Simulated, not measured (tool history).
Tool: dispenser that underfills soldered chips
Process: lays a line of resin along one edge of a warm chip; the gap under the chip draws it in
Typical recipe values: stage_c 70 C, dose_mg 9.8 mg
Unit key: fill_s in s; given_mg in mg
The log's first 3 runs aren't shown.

{"day": 0.733, "done": "new syringe of resin"}
{"run": 4, "day": 1.004, "stage_c": 70, "dose_mg": 11.8, "fill_s": 49.6, "given_mg": 11.43}
{"day": 1.138, "done": "new syringe of resin"}
{"run": 5, "day": 1.25, "stage_c": 70, "dose_mg": 11.8, "fill_s": 41.8, "given_mg": 11.46}
{"run": 6, "day": 1.421, "stage_c": 58, "dose_mg": 9.8, "fill_s": 81.3, "given_mg": 9.54}
{"day": 1.546, "done": "new syringe of resin"}
{"run": 7, "day": 1.754, "stage_c": 82, "dose_mg": 9.8, "fill_s": 29.1, "given_mg": 9.43}
{"day": 1.975, "done": "new syringe of resin"}
{"run": 8, "day": 1.979, "stage_c": 70, "dose_mg": 9.8, "fill_s": 39.9, "given_mg": 9.32}
{"run": 9, "day": 2.333, "stage_c": 75, "dose_mg": 9.8, "fill_s": 42.7, "given_mg": 9.33}
{"day": 2.383, "done": "new syringe of resin"}
{"run": 10, "day": 2.721, "stage_c": 82, "dose_mg": 9.8, "fill_s": 32.4, "given_mg": 9.47}
{"day": 2.792, "done": "new syringe of resin"}
{"run": 11, "day": 3.108, "stage_c": 82, "dose_mg": 9.8, "fill_s": 31.5, "given_mg": 9.41}
{"day": 3.204, "done": "new syringe of resin"}
{"run": 12, "day": 3.458, "stage_c": 82, "dose_mg": 9.8, "fill_s": 29.9, "given_mg": 9.32}
{"day": 3.558, "done": "dispensing valve cleaned and set on the balance"}
{"day": 3.675, "done": "new syringe of resin"}
{"run": 13, "day": 3.871, "stage_c": 82, "dose_mg": 9.8, "fill_s": 28.8, "given_mg": 9.74}
{"day": 4.083, "done": "new syringe of resin"}
{"run": 14, "day": 4.246, "stage_c": 70, "dose_mg": 8.98, "fill_s": 45.3, "given_mg": 8.88}
{"day": 4.492, "done": "new syringe of resin"}
{"run": 15, "day": 4.521, "stage_c": 70, "dose_mg": 8.98, "fill_s": 40.3, "given_mg": 8.83}
{"run": 16, "day": 4.833, "stage_c": 66, "dose_mg": 9.8, "fill_s": 62.6, "given_mg": 9.73}
{"day": 4.904, "done": "new syringe of resin"}
{"run": 17, "day": 5.083, "stage_c": 70, "dose_mg": 9.8, "fill_s": 45.1, "given_mg": 9.77}
{"day": 5.325, "done": "new syringe of resin"}
{"run": 18, "day": 5.4, "stage_c": 74, "dose_mg": 12.59, "fill_s": 35.3, "given_mg": 12.47}

Expected results for the next run?
{"run": 19, "day": 5.612, "stage_c": 75, "dose_mg": 9.63, "fill_s": "?", "given_mg": "?"}

fill_s: 40.9 s
given_mg: 9.43 mg
Minus the tool's unlogged condition, the same run would have read fill_s 28.6 s, given_mg 9.6 mg.
